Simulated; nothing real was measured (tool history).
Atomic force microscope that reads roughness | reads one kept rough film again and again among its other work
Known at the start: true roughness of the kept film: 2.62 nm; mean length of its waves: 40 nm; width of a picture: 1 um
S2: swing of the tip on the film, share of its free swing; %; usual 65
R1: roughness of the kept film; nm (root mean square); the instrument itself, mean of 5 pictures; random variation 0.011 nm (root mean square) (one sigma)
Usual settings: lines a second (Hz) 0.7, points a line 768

Run 1, hour 0: usual settings. Result: R1 2.233 nm (root mean square).
Run 2, hour 25.3: usual settings. Result: R1 2.231 nm (root mean square).
At hour 47.6: new tip fitted.
Run 3, hour 74.8: usual settings. Result: R1 2.376 nm (root mean square).
Run 4, hour 134: usual settings. Result: R1 2.319 nm (root mean square).
Run 5, hour 181.5: usual settings but S2 81 %. Result: R1 2.238 nm (root mean square).
Run 6, hour 239: usual settings. Result: R1 2.244 nm (root mean square).
At hour 242.5: height scale calibrated on a step standard.
Run 7, hour 266.6: usual settings but lines a second (Hz) 1.265, S2 81 %. Result: R1 2.064 nm (root mean square).
Run 8, hour 297.9: usual settings but lines a second (Hz) 0.5, S2 60 %, points a line 608. Result: R1 2.2 nm (root mean square).
Run 9, hour 347.4: usual settings but lines a second (Hz) 3.689, S2 62 %, points a line 740. Result: R1 1.999 nm (root mean square).
At hour 351.8: new tip fitted.
Run 10, hour 394.6: usual settings but lines a second (Hz) 3.689, S2 62 %, points a line 740. Result: R1 2.225 nm (root mean square).
Run 11, hour 450.6: usual settings but lines a second (Hz) 3.337, S2 68 %, points a line 458. Result: R1 2.105 nm (root mean square).
Run 12, hour 501.2: usual settings but points a line 335. Result: R1 2.252 nm (root mean square).

Forecast each of these 4 alternatives for the next run:
At hour 507.4: height scale calibrated on a step standard, once more.
Run A, hour 554.4: usual settings but points a line 476. Result: R1 ?.
At hour 507.4: height scale calibrated on a step standard, once more.
Run B, hour 554.4: usual settings but S2 61 %, points a line 335. Result: R1 ?.
At hour 507.4: height scale calibrated on a step standard, once more.
Run C, hour 554.4: usual settings but lines a second (Hz) 1.826, S2 57 %, points a line 806. Result: R1 ?.
At hour 507.4: height scale calibrated on a step standard, once more.
Run D, hour 554.4: usual settings but lines a second (Hz) 1.84, S2 68 %, points a line 413. Result: R1 ?.

run     R1
  A  2.271
  B  2.254
  C  2.235
  D  2.167
Without the tool's hidden state the same runs would have given:
run     R1
  A  2.466
  B  2.449
  C  2.428
  D  2.354
